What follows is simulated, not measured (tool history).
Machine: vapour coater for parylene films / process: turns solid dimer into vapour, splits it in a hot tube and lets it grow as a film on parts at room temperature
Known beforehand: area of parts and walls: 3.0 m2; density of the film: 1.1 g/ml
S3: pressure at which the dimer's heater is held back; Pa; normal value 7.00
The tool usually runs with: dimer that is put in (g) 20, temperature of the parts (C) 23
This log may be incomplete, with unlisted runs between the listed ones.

{"run": 1, "hour": 0.0, "dimer that is put in (g)": 20, "temperature of the parts (C)": 23, "S3": 7.0, "thickness of the film (µm)": 3.78}
{"run": 2, "hour": 23.1, "dimer that is put in (g)": 20, "temperature of the parts (C)": 23, "S3": 11.41, "thickness of the film (µm)": 3.4}
{"run": 3, "hour": 43.5, "dimer that is put in (g)": 20, "temperature of the parts (C)": 23, "S3": 11.41, "thickness of the film (µm)": 3.38}
{"run": 4, "hour": 79.3, "dimer that is put in (g)": 20, "temperature of the parts (C)": 23, "S3": 11.41, "thickness of the film (µm)": 3.3}
{"run": 5, "hour": 99.6, "dimer that is put in (g)": 20, "temperature of the parts (C)": 23, "S3": 11.41, "thickness of the film (µm)": 3.42}
{"run": 6, "hour": 126.3, "dimer that is put in (g)": 20, "temperature of the parts (C)": 23, "S3": 11.41, "thickness of the film (µm)": 3.43}
{"run": 7, "hour": 164.8, "dimer that is put in (g)": 20, "temperature of the parts (C)": 23, "S3": 7.0, "thickness of the film (µm)": 3.84}
{"run": 8, "hour": 194.6, "dimer that is put in (g)": 14, "temperature of the parts (C)": 23, "S3": 7.0, "thickness of the film (µm)": 2.63}
{"run": 9, "hour": 227.1, "dimer that is put in (g)": 14, "temperature of the parts (C)": 23, "S3": 7.0, "thickness of the film (µm)": 2.7}
{"run": 10, "hour": 268.3, "dimer that is put in (g)": 35, "temperature of the parts (C)": 23, "S3": 7.0, "thickness of the film (µm)": 6.65}
{"run": 11, "hour": 285.5, "dimer that is put in (g)": 35, "temperature of the parts (C)": 23, "S3": 7.0, "thickness of the film (µm)": 6.64}
{"run": 12, "hour": 311.4, "dimer that is put in (g)": 35, "temperature of the parts (C)": 23, "S3": 7.0, "thickness of the film (µm)": 6.59}
{"run": 13, "hour": 331.5, "dimer that is put in (g)": 35, "temperature of the parts (C)": 23, "S3": 7.0, "thickness of the film (µm)": 6.55}
{"run": 14, "hour": 358.9, "dimer that is put in (g)": 20, "temperature of the parts (C)": 23, "S3": 2.74, "thickness of the film (µm)": 4.62}
{"run": 15, "hour": 378.5, "dimer that is put in (g)": 20, "temperature of the parts (C)": 23, "S3": 7.0, "thickness of the film (µm)": 3.79}
{"run": 16, "hour": 413.0, "dimer that is put in (g)": 20, "temperature of the parts (C)": 23, "S3": 4.77, "thickness of the film (µm)": 4.1}
{"run": 17, "hour": 449.5, "dimer that is put in (g)": 17, "temperature of the parts (C)": 23, "S3": 7.0, "thickness of the film (µm)": 3.19}
{"run": 18, "hour": 472.5, "dimer that is put in (g)": 17, "temperature of the parts (C)": 23, "S3": 7.0, "thickness of the film (µm)": 3.16}
{"run": 19, "hour": 509.4, "dimer that is put in (g)": 17, "temperature of the parts (C)": 23, "S3": 7.0, "thickness of the film (µm)": 3.18}
{"run": 20, "hour": 548.5, "dimer that is put in (g)": 17, "temperature of the parts (C)": 23, "S3": 7.0, "thickness of the film (µm)": 3.22}
{"run": 21, "hour": 591.8, "dimer that is put in (g)": 20, "temperature of the parts (C)": 23, "S3": 7.0, "thickness of the film (µm)": 3.78}
{"run": 22, "hour": 613.0, "dimer that is put in (g)": 20, "temperature of the parts (C)": 23, "S3": 7.0, "thickness of the film (µm)": 3.75}
{"run": 23, "hour": 645.7, "dimer that is put in (g)": 20, "temperature of the parts (C)": 23, "S3": 7.0, "thickness of the film (µm)": 3.8}
{"run": 24, "hour": 676.2, "dimer that is put in (g)": 20, "temperature of the parts (C)": 23, "S3": 7.0, "thickness of the film (µm)": 3.7}
{"run": 25, "hour": 709.8, "dimer that is put in (g)": 16, "temperature of the parts (C)": 23, "S3": 7.0, "thickness of the film (µm)": 3.06}
{"run": 26, "hour": 736.4, "dimer that is put in (g)": 25, "temperature of the parts (C)": 32, "S3": 7.93, "thickness of the film (µm)": 3.04}
{"run": 27, "hour": 753.7, "dimer that is put in (g)": 25, "temperature of the parts (C)": 32, "S3": 7.93, "thickness of the film (µm)": 3.04}
{"run": 28, "hour": 781.1, "dimer that is put in (g)": 25, "temperature of the parts (C)": 32, "S3": 7.93, "thickness of the film (µm)": 3.02}
{"run": 29, "hour": 803.8, "dimer that is put in (g)": 25, "temperature of the parts (C)": 32, "S3": 7.93, "thickness of the film (µm)": 3.01}
{"run": 30, "hour": 838.7, "dimer that is put in (g)": 25, "temperature of the parts (C)": 32, "S3": 2.89, "thickness of the film (µm)": 3.72}
{"run": 31, "hour": 863.1, "dimer that is put in (g)": 25, "temperature of the parts (C)": 32, "S3": 2.89, "thickness of the film (µm)": 3.8}
{"run": 32, "hour": 904.0, "dimer that is put in (g)": 25, "temperature of the parts (C)": 32, "S3": 2.89, "thickness of the film (µm)": 3.72}
{"run": 33, "hour": 928.3, "dimer that is put in (g)": 25, "temperature of the parts (C)": 18, "S3": 5.76, "thickness of the film (µm)": 6.27}
{"run": 34, "hour": 956.4, "dimer that is put in (g)": 25, "temperature of the parts (C)": 18, "S3": 5.76, "thickness of the film (µm)": 6.26}
{"run": 35, "hour": 991.5, "dimer that is put in (g)": 21, "temperature of the parts (C)": 18, "S3": 5.12, "thickness of the film (µm)": 5.3}
{"run": 36, "hour": 1031.0, "dimer that is put in (g)": 20, "temperature of the parts (C)": 34, "S3": 7.0, "thickness of the film (µm)": 2.29}
{"run": 37, "hour": 1048.3, "dimer that is put in (g)": 20, "temperature of the parts (C)": 34, "S3": 7.0, "thickness of the film (µm)": 2.27}
{"run": 38, "hour": 1069.8, "dimer that is put in (g)": 20, "temperature of the parts (C)": 34, "S3": 7.0, "thickness of the film (µm)": 2.28}
{"run": 39, "hour": 1103.3, "dimer that is put in (g)": 20, "temperature of the parts (C)": 23, "S3": 2.94, "thickness of the film (µm)": 4.52}
{"run": 40, "hour": 1137.6, "dimer that is put in (g)": 22, "temperature of the parts (C)": 27, "S3": 7.0, "thickness of the film (µm)": 3.48}
{"run": 41, "hour": 1169.4, "dimer that is put in (g)": 16, "temperature of the parts (C)": 23, "S3": 3.18, "thickness of the film (µm)": 3.56}
{"run": 42, "hour": 1207.9, "dimer that is put in (g)": 10, "temperature of the parts (C)": 17, "S3": 2.9, "thickness of the film (µm)": 2.99}
{"run": 43, "hour": 1238.3, "dimer that is put in (g)": 10, "temperature of the parts (C)": 17, "S3": 2.9, "thickness of the film (µm)": 2.95}
{"run": 44, "hour": 1260.0, "dimer that is put in (g)": 10, "temperature of the parts (C)": 17, "S3": 2.9, "thickness of the film (µm)": 2.96}
{"run": 45, "hour": 1303.9, "dimer that is put in (g)": 13, "temperature of the parts (C)": 26, "S3": 4.15, "thickness of the film (µm)": 2.36}
{"run": 46, "hour": 1337.8, "dimer that is put in (g)": 32, "temperature of the parts (C)": 26, "S3": 3.33, "thickness of the film (µm)": 6.23}
{"run": 47, "hour": 1361.7, "dimer that is put in (g)": 10, "temperature of the parts (C)": 27, "S3": 7.0, "thickness of the film (µm)": 1.53}

Put back what was entered between runs (4 entries, withheld): which listed runs does each sit between, and how does the hidden state differ from the listed run before to the listed run after?
After run 7, before run 8: trap's valve overhauled (hour 188.6)
  vapour lost through the trap's worn valve, %: 0.4 -> 0
After run 20, before run 21: trap's valve overhauled (hour 558.8)
  vapour lost through the trap's worn valve, %: 0.5 -> 0.1
After run 32, before run 33: trap's valve overhauled (hour 927.2)
  vapour lost through the trap's worn valve, %: 0.5 -> 0.1
After run 44, before run 45: trap's valve overhauled (hour 1297.2)
  vapour lost through the trap's worn valve, %: 0.5 -> 0
